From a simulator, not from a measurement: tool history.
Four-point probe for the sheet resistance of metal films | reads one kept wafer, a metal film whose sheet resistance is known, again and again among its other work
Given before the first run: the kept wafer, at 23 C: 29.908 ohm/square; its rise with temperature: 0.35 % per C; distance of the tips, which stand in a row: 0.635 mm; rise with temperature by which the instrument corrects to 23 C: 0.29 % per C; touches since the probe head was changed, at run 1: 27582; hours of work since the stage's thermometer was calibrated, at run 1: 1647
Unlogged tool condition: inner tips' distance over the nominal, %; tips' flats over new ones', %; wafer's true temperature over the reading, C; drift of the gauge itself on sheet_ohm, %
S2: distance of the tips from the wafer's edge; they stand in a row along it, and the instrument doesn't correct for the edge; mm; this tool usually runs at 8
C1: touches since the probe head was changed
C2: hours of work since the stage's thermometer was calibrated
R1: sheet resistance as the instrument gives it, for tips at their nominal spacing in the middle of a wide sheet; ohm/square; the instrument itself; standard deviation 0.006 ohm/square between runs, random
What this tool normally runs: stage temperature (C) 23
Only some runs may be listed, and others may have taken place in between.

Run 1, day 0.000: usual settings; C1 27582; C2 1647. Result: R1 30.024038 ohm/square.
Run 2, day 4.412: usual settings; C1 28973; C2 1705. Result: R1 30.025479 ohm/square.
Run 3, day 8.433: usual settings; C1 30240; C2 1758. Result: R1 30.016817 ohm/square.
Run 4, day 10.983: usual settings; C1 31044; C2 1792. Result: R1 30.019102 ohm/square.
Run 5, day 13.667: usual settings; C1 31890; C2 1827. Result: R1 30.028300 ohm/square.
Run 6, day 17.804: usual settings; C1 33195; C2 1882. Result: R1 30.031800 ohm/square.
Run 7, day 22.262: usual settings; C1 34600; C2 1941. Result: R1 30.028775 ohm/square.
Run 8, day 26.521: usual settings; C1 35943; C2 1997. Result: R1 30.015519 ohm/square.
Run 9, day 31.462: usual settings but stage temperature (C) 33; C1 37500; C2 2062. Result: R1 30.187864 ohm/square.
Run 10, day 34.538: usual settings but stage temperature (C) 32; C1 38469; C2 2103. Result: R1 30.171169 ohm/square.
Run 11, day 37.196: usual settings but stage temperature (C) 32; C1 39307; C2 2138. Result: R1 30.169668 ohm/square.
At day 38.500: stage's thermometer calibrated.
Run 12, day 42.275: usual settings but stage temperature (C) 27; C1 40902; C2 50. Result: R1 30.006317 ohm/square.
Run 13, day 45.421: usual settings but stage temperature (C) 27; C1 41894; C2 91. Result: R1 30.008404 ohm/square.
Run 14, day 49.354: usual settings but stage temperature (C) 27; C1 43134; C2 143. Result: R1 30.007972 ohm/square.
Run 15, day 51.808: usual settings but stage temperature (C) 27; C1 43907; C2 176. Result: R1 30.010987 ohm/square.
Run 16, day 56.354: usual settings but stage temperature (C) 27; C1 45340; C2 236. Result: R1 30.009315 ohm/square.
Run 17, day 61.333: usual settings but stage temperature (C) 27; C1 46911; C2 301. Result: R1 30.007099 ohm/square.
Run 18, day 66.025: usual settings; C1 48390; C2 363. Result: R1 29.928993 ohm/square.
Run 19, day 69.958: usual settings; C1 49629; C2 415. Result: R1 29.938366 ohm/square.
Run 20, day 74.667: usual settings; C1 51114; C2 477. Result: R1 29.928595 ohm/square.
Run 21, day 76.946: usual settings; C1 51833; C2 507. Result: R1 29.929844 ohm/square.
Run 22, day 81.029: usual settings; C1 53120; C2 561. Result: R1 29.939604 ohm/square.
Run 23, day 84.446: usual settings but S2 4 mm; C1 54196; C2 606. Result: R1 30.241320 ohm/square.
Run 24, day 87.879: usual settings but stage temperature (C) 31, S2 6 mm; C1 55279; C2 652. Result: R1 30.146785 ohm/square.
Run 25, day 92.750: usual settings but stage temperature (C) 20, S2 5 mm; C1 56815; C2 716. Result: R1 30.033945 ohm/square.
Run 26, day 95.133: usual settings but S2 18 mm; C1 57567; C2 747. Result: R1 29.842424 ohm/square.
Run 27, day 97.479: usual settings but stage temperature (C) 24, S2 30 mm; C1 58305; C2 778. Result: R1 29.852274 ohm/square.
Run 28, day 101.704: usual settings but stage temperature (C) 21; C1 59638; C2 834. Result: R1 29.886097 ohm/square.
Run 29, day 107.083: usual settings but stage temperature (C) 30, S2 4 mm; C1 61334; C2 905. Result: R1 30.353490 ohm/square.
Run 30, day 112.146: usual settings but S2 26 mm; C1 62929; C2 972. Result: R1 29.840214 ohm/square.
Run 31, day 116.221: usual settings but S2 25 mm; C1 64214; C2 1026. Result: R1 29.836320 ohm/square.
Run 32, day 119.708: usual settings but stage temperature (C) 21, S2 17 mm; C1 65313; C2 1072. Result: R1 29.808699 ohm/square.
Run 33, day 121.975: usual settings but stage temperature (C) 21, S2 17 mm; C1 66027; C2 1102. Result: R1 29.806019 ohm/square.
Run 34, day 125.012: usual settings but stage temperature (C) 33, S2 13 mm; C1 66986; C2 1142. Result: R1 30.028385 ohm/square.
Run 35, day 130.458: usual settings but S2 4 mm; C1 68703; C2 1214. Result: R1 30.220528 ohm/square.
Run 36, day 135.308: usual settings but stage temperature (C) 28, S2 24 mm; C1 70231; C2 1278. Result: R1 29.920921 ohm/square.
Run 37, day 138.888: usual settings but stage temperature (C) 28, S2 24 mm; C1 71360; C2 1325. Result: R1 29.914223 ohm/square.
Run 38, day 142.083: usual settings but stage temperature (C) 31, S2 15 mm; C1 72367; C2 1367. Result: R1 29.996227 ohm/square.
Run 39, day 146.667: usual settings but S2 7 mm; C1 73812; C2 1428. Result: R1 29.951953 ohm/square.
Run 40, day 149.617: usual settings but stage temperature (C) 19, S2 11 mm; C1 74742; C2 1466. Result: R1 29.803090 ohm/square.
Run 41, day 154.004: usual settings but stage temperature (C) 19, S2 11 mm; C1 76124; C2 1524. Result: R1 29.800757 ohm/square.
Run 42, day 157.525: usual settings but stage temperature (C) 19, S2 11 mm; C1 77235; C2 1571. Result: R1 29.794542 ohm/square.
Run 43, day 162.671: usual settings but stage temperature (C) 20; C1 78857; C2 1639. Result: R1 29.868608 ohm/square.
Run 44, day 165.262: usual settings but stage temperature (C) 27, S2 49 mm; C1 79675; C2 1673. Result: R1 29.874456 ohm/square.
Run 45, day 169.171: usual settings but stage temperature (C) 32, S2 9 mm; C1 80907; C2 1725. Result: R1 30.050886 ohm/square.
Run 46, day 173.438: usual settings but stage temperature (C) 22, S2 37 mm; C1 82252; C2 1781. Result: R1 29.794759 ohm/square.

Each run again, without the hidden state but with its own random variation kept:
run         R1
  1  30.007495
  2  30.009578
  3  30.001509
  4  30.003854
  5  30.013698
  6  30.017468
  7  30.015298
  8  30.002735
  9  30.178457
 10  30.162114
 11  30.161160
 12  30.081027
 13  30.083459
 14  30.083617
 15  30.087030
 16  30.086230
 17  30.084740
 18  30.007153
 19  30.017367
 20  30.008128
 21  30.009718
 22  30.020231
 23  30.323342
 24  30.229945
 25  30.116744
 26  29.925435
 27  29.935778
 28  29.969795
 29  30.440314
 30  29.925383
 31  29.921886
 32  29.894397
 33  29.892087
 34  30.117207
 35  30.309409
 36  30.010591
 37  30.004382
 38  30.087586
 39  30.042170
 40  29.892478
 41  29.890726
 42  29.885235
 43  29.960346
 44  29.968042
 45  30.146810
 46  29.888510
